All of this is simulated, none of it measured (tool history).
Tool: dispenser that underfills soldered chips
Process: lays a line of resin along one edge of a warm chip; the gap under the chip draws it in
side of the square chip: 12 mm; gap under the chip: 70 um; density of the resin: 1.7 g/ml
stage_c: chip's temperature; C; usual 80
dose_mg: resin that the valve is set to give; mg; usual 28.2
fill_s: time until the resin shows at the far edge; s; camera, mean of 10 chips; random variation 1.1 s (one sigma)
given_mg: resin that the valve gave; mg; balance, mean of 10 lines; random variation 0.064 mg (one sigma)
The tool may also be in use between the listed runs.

run   hour  stage_c  dose_mg  fill_s  given_mg
  1    0.0       80     28.2   127.6     28.21
       6.3  -- new syringe of resin
  2   11.3       80     25.4   137.5     25.33
      16.6  -- new syringe of resin
  3   23.1       80     25.4   150.5     25.21
      27.1  -- new syringe of resin
  4   33.2       80     25.4   148.6     25.14
      37.7  -- new syringe of resin
  5   44.2       80     28.2   149.2     27.85
      47.2  -- new syringe of resin
  6   51.9       80     28.2   132.3     27.69
      57.2  -- new syringe of resin
  7   59.6       80     28.2   113.7     27.65
      66.9  -- new syringe of resin
  8   70.0       80     25.1   121.8     24.54
      77.5  -- new syringe of resin
  9   82.4       80     28.2   129.8     27.47
      87.4  -- new syringe of resin
 10   92.1       80     28.2   131.5     27.41
      97.0  -- new syringe of resin
     104.0  -- dispensing valve cleaned and set on the balance
 11  106.8       77     29.4   191.4     29.16
     108.4  -- new syringe of resin
 12  114.3       70     29.0   194.0     28.92
     118.2  -- new syringe of resin
     127.7  -- new syringe of resin
 13  128.3       67     32.0   150.3     31.64
 14  134.5       68     31.6   216.6     31.10
     137.3  -- new syringe of resin
 15  142.0       77     34.0   141.6     33.49
     146.9  -- new syringe of resin
 16  154.6       91     30.5   109.8     29.85
     157.0  -- new syringe of resin
 17  164.9       91     30.5   109.4     29.95
     166.7  -- new syringe of resin
     176.8  -- new syringe of resin
 18  178.9       94     35.0    69.3     34.07
     187.2  -- new syringe of resin
 19  192.3       85     28.2   110.8     27.40
     197.0  -- new syringe of resin
 20  204.3       94     31.4    97.9     30.20

3 ways to go on from here, each from the tool as it stands after run 20. What would each give?
     207.1  -- new syringe of resin
     212.7  -- dispensing valve cleaned and set on the balance
  A  214.8       82     30.8       ?         ?
     207.1  -- new syringe of resin
     212.7  -- dispensing valve cleaned and set on the balance
  B  214.8       91     25.8       ?         ?
     207.1  -- new syringe of resin
     212.7  -- dispensing valve cleaned and set on the balance
  C  214.8       94     24.6       ?         ?

run  fill_s  given_mg
  A   135.7     30.94
  B   102.8     25.80
  C    95.8     24.59
Without the tool's hidden state the same runs would have given:
run  fill_s  given_mg
  A    96.1     30.93
  B    72.6     25.80
  C    67.6     24.58
